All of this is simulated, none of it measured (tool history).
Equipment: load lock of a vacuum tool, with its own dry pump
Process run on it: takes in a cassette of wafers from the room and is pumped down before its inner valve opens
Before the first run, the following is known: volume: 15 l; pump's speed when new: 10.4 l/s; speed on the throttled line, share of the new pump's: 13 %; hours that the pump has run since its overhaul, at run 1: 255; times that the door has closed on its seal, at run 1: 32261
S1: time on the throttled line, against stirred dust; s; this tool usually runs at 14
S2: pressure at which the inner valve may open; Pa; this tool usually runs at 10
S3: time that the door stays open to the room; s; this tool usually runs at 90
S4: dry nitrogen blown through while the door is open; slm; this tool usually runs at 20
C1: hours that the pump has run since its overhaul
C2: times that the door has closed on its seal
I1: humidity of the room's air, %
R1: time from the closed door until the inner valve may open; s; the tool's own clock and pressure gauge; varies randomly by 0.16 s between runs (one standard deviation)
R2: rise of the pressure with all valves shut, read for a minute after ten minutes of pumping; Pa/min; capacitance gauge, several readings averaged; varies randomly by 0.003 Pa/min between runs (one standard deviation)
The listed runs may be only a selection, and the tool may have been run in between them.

Run 1, hour 0: usual settings; C1 255; C2 32261; I1 44.6. Result: R1 25.8 s, R2 0.201 Pa/min.
Run 2, hour 101.1: usual settings but S2 7 Pa; C1 356; C2 32567; I1 48.7. Result: R1 26.4 s, R2 0.211 Pa/min.
Run 3, hour 235.1: usual settings but S2 7 Pa; C1 490; C2 32973; I1 42.5. Result: R1 26.4 s, R2 0.21 Pa/min.
Run 4, hour 335.6: usual settings but S2 7 Pa; C1 591; C2 33277; I1 44.3. Result: R1 26.5 s, R2 0.21 Pa/min.
Run 5, hour 409.4: usual settings but S2 17 Pa; C1 665; C2 33500; I1 48.7. Result: R1 24.8 s, R2 0.215 Pa/min.
Run 6, hour 489: usual settings but S2 17 Pa; C1 744; C2 33741; I1 46.4. Result: R1 24.9 s, R2 0.211 Pa/min.
Run 7, hour 556.1: usual settings but S2 17 Pa; C1 811; C2 33945; I1 44.2. Result: R1 25 s, R2 0.216 Pa/min.
Run 8, hour 686.7: usual settings; C1 942; C2 34340; I1 43. Result: R1 25.6 s, R2 0.215 Pa/min.
Run 9, hour 750.6: usual settings; C1 1006; C2 34534; I1 40. Result: R1 25.7 s, R2 0.224 Pa/min.
Run 10, hour 851.4: usual settings but S1 13 s; C1 1107; C2 34839; I1 42.5. Result: R1 24.9 s, R2 0.22 Pa/min.
Run 11, hour 951.5: usual settings but S1 13 s; C1 1207; C2 35142; I1 46.8. Result: R1 25.2 s, R2 0.228 Pa/min.
Run 12, hour 1074: usual settings but S1 13 s; C1 1329; C2 35513; I1 42.9. Result: R1 25.1 s, R2 0.227 Pa/min.
Run 13, hour 1141.1: usual settings but S1 13 s; C1 1396; C2 35717; I1 47.3. Result: R1 24.8 s, R2 0.238 Pa/min.
Run 14, hour 1204.5: usual settings but S1 11 s; C1 1460; C2 35909; I1 44.1. Result: R1 22.9 s, R2 0.235 Pa/min.
Run 15, hour 1266.3: usual settings but S1 11 s; C1 1522; C2 36096; I1 45. Result: R1 23.5 s, R2 0.239 Pa/min.
Run 16, hour 1385: usual settings; C1 1640; C2 36455; I1 45.8. Result: R1 25.8 s, R2 0.24 Pa/min.
Run 17, hour 1451.7: usual settings; C1 1707; C2 36657; I1 41.8. Result: R1 25.7 s, R2 0.238 Pa/min.
Run 18, hour 1555.7: usual settings; C1 1811; C2 36972; I1 46.6. Result: R1 25.9 s, R2 0.241 Pa/min.
Run 19, hour 1615.1: usual settings but S2 8 Pa; C1 1870; C2 37152; I1 46.2. Result: R1 26.2 s, R2 0.244 Pa/min.
Run 20, hour 1731.7: usual settings but S3 64 s, S4 19 slm; C1 1987; C2 37505; I1 42.6. Result: R1 26 s, R2 0.246 Pa/min.
Run 21, hour 1868: usual settings but S3 27 s, S4 19 slm; C1 2123; C2 37918; I1 44.4. Result: R1 25.8 s, R2 0.245 Pa/min.
Run 22, hour 1985.4: usual settings but S1 23 s, S2 9 Pa; C1 2241; C2 38274; I1 43.2. Result: R1 34.3 s, R2 0.252 Pa/min.
Run 23, hour 2082.1: usual settings but S1 23 s, S2 9 Pa; C1 2337; C2 38567; I1 47.2. Result: R1 33.9 s, R2 0.264 Pa/min.
Run 24, hour 2211.6: usual settings but S1 23 s, S2 9 Pa; C1 2467; C2 38959; I1 45.4. Result: R1 33.8 s, R2 0.254 Pa/min.
Run 25, hour 2336.7: usual settings but S1 23 s, S2 9 Pa; C1 2592; C2 39338; I1 47. Result: R1 33.5 s, R2 0.266 Pa/min.
Run 26, hour 2459.5: usual settings but S1 27 s, S2 9 Pa, S3 210 s, S4 24 slm; C1 2715; C2 39710; I1 47.7. Result: R1 37.3 s, R2 0.281 Pa/min.
Run 27, hour 2584.5: usual settings but S1 27 s, S2 9 Pa, S3 210 s, S4 24 slm; C1 2840; C2 40088; I1 46.8. Result: R1 37.3 s, R2 0.29 Pa/min.
Run 28, hour 2647.1: usual settings but S1 27 s, S2 9 Pa, S3 210 s, S4 24 slm; C1 2902; C2 40278; I1 42.8. Result: R1 37.6 s, R2 0.286 Pa/min.
Run 29, hour 2745.8: usual settings but S1 19 s, S2 9 Pa, S3 79 s, S4 24 slm; C1 3001; C2 40577; I1 45.5. Result: R1 30.4 s, R2 0.271 Pa/min.
Run 30, hour 2831.5: usual settings but S1 19 s, S2 9 Pa, S3 79 s, S4 35 slm; C1 3087; C2 40837; I1 45.2. Result: R1 30.6 s, R2 0.271 Pa/min.
Run 31, hour 2958.9: usual settings but S1 24 s, S2 14 Pa, S3 32 s, S4 26 slm; C1 3214; C2 41222; I1 46.6. Result: R1 34.2 s, R2 0.27 Pa/min.
Run 32, hour 3039.5: usual settings but S1 25 s, S2 12 Pa, S3 82 s, S4 24 slm; C1 3295; C2 41467; I1 45.6. Result: R1 35.1 s, R2 0.283 Pa/min.
Run 33, hour 3142.7: usual settings but S1 25 s, S2 12 Pa, S3 82 s, S4 24 slm; C1 3398; C2 41779; I1 45.3. Result: R1 35.6 s, R2 0.289 Pa/min.
Run 34, hour 3276.1: usual settings but S1 8 s, S2 12 Pa, S4 24 slm; C1 3531; C2 42183; I1 46.6. Result: R1 20.6 s, R2 0.288 Pa/min.
Run 35, hour 3341: usual settings but S1 23 s, S4 7 slm; C1 3596; C2 42380; I1 43.4. Result: R1 33.7 s, R2 0.312 Pa/min.
Run 36, hour 3463.7: usual settings but S1 11 s, S4 17 slm; C1 3719; C2 42751; I1 45.5. Result: R1 23.7 s, R2 0.303 Pa/min.
Run 37, hour 3548.1: usual settings but S1 8 s, S2 20 Pa, S4 10 slm; C1 3803; C2 43007; I1 43.9. Result: R1 19.8 s, R2 0.314 Pa/min.

Selected run-to-run steps in R1, each split into two signed amounts: the part the tool would show with no hidden state at all (from settings, incoming material and random variation), and the remainder, which goes to the hidden state together with any gauge scatter not common to the measured and the hidden-state-free results:
The tool's hidden condition here consists of: pump's speed, % of a new pump's; leak at the door's seal, Pa l/s; drift of the gauge itself on ready_s, %; drift of the gauge itself on rise_pa_min, %.
Run 3 -> 4: no setting touched and nothing written in the log between the runs. R1 +0.1 s: hidden state +0.1, all else +0.
Run 4 -> 5: S2 7 -> 17. R1 -1.7 s: hidden state -0.1, all else -1.6.
Run 7 -> 8: S2 17 -> 10. R1 +0.6 s: hidden state +0.1, all else +0.5.
Run 33 -> 34: S1 25 -> 8, S3 82 -> 90. R1 -15 s: hidden state +0, all else -15.
Run 34 -> 35: S1 8 -> 23, S2 12 -> 10, S4 24 -> 7. R1 +13.1 s: hidden state +0, all else +13.1.
Run 35 -> 36: S1 23 -> 11, S4 7 -> 17. R1 -10 s: hidden state +0.1, all else -10.1.

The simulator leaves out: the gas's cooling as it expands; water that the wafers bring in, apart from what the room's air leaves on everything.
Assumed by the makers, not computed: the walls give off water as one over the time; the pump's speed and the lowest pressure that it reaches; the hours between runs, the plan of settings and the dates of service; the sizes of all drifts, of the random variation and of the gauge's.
